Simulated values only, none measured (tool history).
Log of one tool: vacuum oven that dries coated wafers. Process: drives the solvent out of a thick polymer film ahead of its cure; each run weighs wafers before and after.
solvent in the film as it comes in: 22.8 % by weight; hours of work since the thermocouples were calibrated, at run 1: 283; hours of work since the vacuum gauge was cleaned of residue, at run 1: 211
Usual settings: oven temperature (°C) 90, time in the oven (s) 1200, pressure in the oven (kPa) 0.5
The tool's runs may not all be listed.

run,day,oven temperature (°C),time in the oven (s),pressure in the oven (kPa),hours of work since the thermocouples were calibrated,hours of work since the vacuum gauge was cleaned of residue,solvent left in the film (%)
1,0,90,1200,0.5,283,211,1.44
2,2.404,90,1200,0.5,307,235,1.46
3,4.008,90,1200,0.5,323,250,1.47
4,5.108,103,1200,0.5,333,261,0.22
5,6.571,103,1200,0.5,348,276,0.2
6,7.817,103,660,0.5,360,288,0.77
7,9.292,103,660,1.827,374,302,1.15
8,11.021,103,660,1.827,391,319,1.19
9,12.146,103,660,1.827,402,330,1.16
10,13.362,90,1200,0.767,414,342,1.6
11,15.608,90,720,0.5,436,364,3.82
12,17.842,102,1200,0.5,458,386,0.19
13,19.125,102,1200,0.5,471,399,0.22
14,21.458,102,1200,0.5,494,422,0.23
15,23.221,84,1260,0.707,511,439,3.07
# day 23.421: oven's thermocouples calibrated
16,25.571,84,960,1.784,21,461,5.08
17,27.308,94,660,0.375,38,478,2.78
# day 27.742: oven's thermocouples calibrated, once more
18,28.879,90,1860,0.555,11,493,0.57
19,30.771,88,2100,0.943,30,512,0.82
20,32.3,88,2100,0.943,45,527,0.79
21,34.117,88,1920,0.444,63,544,0.7
22,36.292,88,1920,0.444,84,566,0.7
23,38.042,90,660,1.495,101,583,4.79
24,39.8,89,1020,0.279,118,600,2.32

5 ways to go on from here, each from the tool as it stands after run 24. What would each give?
A,42.112,90,780,0.5,141,623,?
B,42.112,92,1860,1.272,141,623,?
C,42.112,90,900,0.5,141,623,?
D,42.112,89,660,0.257,141,623,?
E,42.112,100,1200,0.5,141,623,?

run,solvent left in the film (%)
A,3.47
B,0.7
C,2.67
D,4.78
E,0.32
Without the tool's hidden state the same runs would have given:
run,solvent left in the film (%)
A,3.39
B,0.65
C,2.59
D,4.7
E,0.28
